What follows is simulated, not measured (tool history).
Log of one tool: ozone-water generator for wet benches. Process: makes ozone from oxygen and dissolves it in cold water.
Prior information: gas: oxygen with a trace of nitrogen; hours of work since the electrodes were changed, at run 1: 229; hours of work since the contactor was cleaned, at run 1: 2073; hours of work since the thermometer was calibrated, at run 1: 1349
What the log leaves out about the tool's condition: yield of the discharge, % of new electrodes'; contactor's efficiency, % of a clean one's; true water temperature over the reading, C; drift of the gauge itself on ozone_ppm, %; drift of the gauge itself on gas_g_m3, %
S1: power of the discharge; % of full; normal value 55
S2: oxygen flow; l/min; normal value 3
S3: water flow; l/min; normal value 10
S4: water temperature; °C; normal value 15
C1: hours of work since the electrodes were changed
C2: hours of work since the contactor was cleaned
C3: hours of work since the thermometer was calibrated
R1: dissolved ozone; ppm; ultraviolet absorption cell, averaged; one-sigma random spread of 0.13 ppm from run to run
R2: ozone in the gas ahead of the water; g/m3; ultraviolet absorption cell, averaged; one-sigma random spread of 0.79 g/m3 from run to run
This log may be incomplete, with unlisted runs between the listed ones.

run     day  S1    S2  S3  S4    C1    C2    C3    R1     R2
  1       0  55     3  10  15   229  2073  1349    14  124.4
  2   1.767  55     3  10  11   261  2104  1380    15  123.3
  3   2.617  55     3  10  11   276  2119  1395  15.2  122.7
  4   3.696  52     3  10  15   295  2138  1414  13.6  118.4
  5     4.7  55     3  10  15   313  2156  1432  14.1    123
  6   6.696  55     3  10  15   348  2191  1467  14.1  123.3
  7   8.688  55     3  14  15   383  2226  1502    11  121.9
  8  10.608  55     3   9  15   417  2260  1536  15.4  123.1
  9  11.742  55     3   9  15   437  2280  1556  15.1  123.3
 10  13.317  55     3   9  15   465  2308  1584  15.1  122.8
 11  14.967  55     3   9  12   494  2337  1613  15.9  122.2
 12  16.133  55     3   9  12   515  2358  1634  15.9  121.9
 13  17.817  55     3   9  12   545  2388  1664  15.8  122.8
 14  19.288  55     3   9  12   571  2414  1690  16.1  122.1
 15  20.133  55     3   9  12   586  2429  1705    16  123.9
 16  22.008  55     3   9  12   619  2462  1738  16.1  123.3
 17  23.925  55     3   9  12   653  2496  1772  15.7  123.3
 18  24.929  55     3   9  12   671  2514  1790    16  123.5
 19  26.579  55     3   9  10   700  2543  1819  16.3  122.8
 20  27.958  60  3.62   6   8   724  2567  1843  24.3    122
 21  29.921  57  2.42   6   8   759  2602  1878  22.4  135.3
 22  31.704  55     3  10  12   791  2634  1910  14.9  122.6
 23  32.642  54     3   6   8   807  2650  1926  22.3  122.6
 24  34.396  55     3   7  15   838  2681  1957  17.8  123.2
 25  35.992  56   2.1   9   8   866  2709  1986  15.6  141.6
 26  37.208  55  1.96  10  15   888  2731  2007  12.7  143.4
 27  39.158  55     3   8  15   922  2766  2042  16.4  124.3
 28  40.104  55     3   8  15   939  2782  2058  16.6  123.1
 29  41.817  90  2.12   7  15   970  2813  2089  24.7  201.1
 30  42.958  90  2.12   7  15   990  2833  2109  24.7    200
 31  44.788  90  2.06   7   7  1022  2865  2141  27.8  204.8
 32  46.733  90  2.06   7   7  1057  2900  2176  27.7  204.4
 33  47.604  90  2.06   7   7  1072  2915  2191  27.6  201.8
 34  49.371  61     3   9  15  1103  2946  2222  16.5  134.4

Each row is a separate what-if for the run after 34, all from the same tool condition, not one after another. Results?
  A  50.404  55  1.63  10  14  1122  2965  2241   ?   ?
  B  50.404  61     3   8   8  1122  2965  2241   ?   ?
  C  50.404  61  3.52   9  11  1122  2965  2241   ?   ?

run    R1     R2
  A  12.1  155.3
  B  20.1  133.6
  C  17.9  124.5
With the hidden condition removed and each run's random variation left untouched, the same runs would have given:
run    R1     R2
  A  12.1  155.3
  B  20.1  133.6
  C  17.9  124.6
